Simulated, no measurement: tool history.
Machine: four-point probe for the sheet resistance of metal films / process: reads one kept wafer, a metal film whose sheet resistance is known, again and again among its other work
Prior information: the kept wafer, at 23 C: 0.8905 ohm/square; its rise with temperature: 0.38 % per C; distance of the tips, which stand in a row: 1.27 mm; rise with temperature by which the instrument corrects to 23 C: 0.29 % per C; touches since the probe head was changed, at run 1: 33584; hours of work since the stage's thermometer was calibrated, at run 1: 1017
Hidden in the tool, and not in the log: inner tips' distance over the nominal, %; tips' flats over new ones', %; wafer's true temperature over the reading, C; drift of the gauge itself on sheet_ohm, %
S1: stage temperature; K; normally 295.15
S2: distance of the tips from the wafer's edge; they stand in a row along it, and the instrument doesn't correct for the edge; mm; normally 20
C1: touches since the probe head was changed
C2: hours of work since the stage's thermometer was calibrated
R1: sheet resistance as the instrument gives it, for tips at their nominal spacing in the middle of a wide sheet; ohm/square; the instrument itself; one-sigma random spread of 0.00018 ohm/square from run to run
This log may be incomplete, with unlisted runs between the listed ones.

run,hour,S1,S2,C1,C2,R1
1,0.0,295.15,20,33584,1017,0.896200
2,30.4,295.15,20,34672,1032,0.896642
3,57.8,295.15,20,35653,1045,0.896641
4,78.3,295.15,27,36387,1055,0.896084
5,96.6,295.15,20,37043,1064,0.896926
6,122.6,295.15,20,37972,1077,0.896606
7,156.8,295.15,20,39196,1093,0.897013
8,177.4,295.15,20,39935,1104,0.897284
9,206.0,295.15,20,40957,1118,0.897451
10,227.1,295.15,20,41712,1128,0.897626
11,247.3,292.15,20,42435,1138,0.894746
12,274.5,292.15,20,43408,1151,0.894806
13,292.7,292.15,20,44062,1160,0.894990
14,313.9,295.15,20,44821,1171,0.897676
15,332.4,295.15,20,45483,1180,0.897801
16,356.0,295.15,20,46329,1191,0.897778
17,385.4,295.15,14,47381,1206,0.900360
18,404.1,295.15,14,48049,1215,0.900275
19,443.2,295.15,14,49448,1234,0.899999
20,462.3,296.15,20,50133,1243,0.898678
21,492.1,295.15,20,51199,1258,0.897982
# hour 511.4: stage's thermometer calibrated
22,533.3,299.15,20,52657,11,0.900547
23,572.2,299.15,20,54048,30,0.900785
24,600.2,299.15,20,55052,44,0.900892
25,616.7,299.15,20,55643,52,0.900867
26,641.6,299.15,20,56534,64,0.901218
27,665.5,300.15,24,57387,76,0.901172
28,688.5,300.15,12,58212,87,0.905277
29,727.1,294.15,5,59596,106,0.925053
30,755.0,304.15,4,60594,119,0.949734
31,778.7,303.15,15,61441,131,0.906214
32,806.8,305.15,22,62448,145,0.906315
33,834.8,302.15,9,63448,159,0.911777
34,873.5,302.15,5,64835,178,0.932590
35,914.1,293.15,29,66287,197,0.895251
36,952.7,292.15,69,67668,216,0.894068
37,985.8,292.15,69,68853,233,0.894303
38,1015.7,292.15,69,69926,247,0.894223
39,1035.0,292.15,69,70616,257,0.894679
40,1061.9,305.15,40,71578,270,0.905693
41,1087.1,305.15,20,72483,282,0.907085

What if the next run were any one of these 4? Each begins from the tool's condition after run 41:
A,1115.8,295.15,20,73510,296,?
B,1115.8,305.15,7,73510,296,?
C,1115.8,298.15,58,73510,296,?
D,1115.8,291.15,18,73510,296,?

run,R1
A,0.899012
B,0.921325
C,0.899935
D,0.896101
Had the tool no hidden state, the same runs would have come out as:
run,R1
A,0.891484
B,0.913619
C,0.892398
D,0.888599
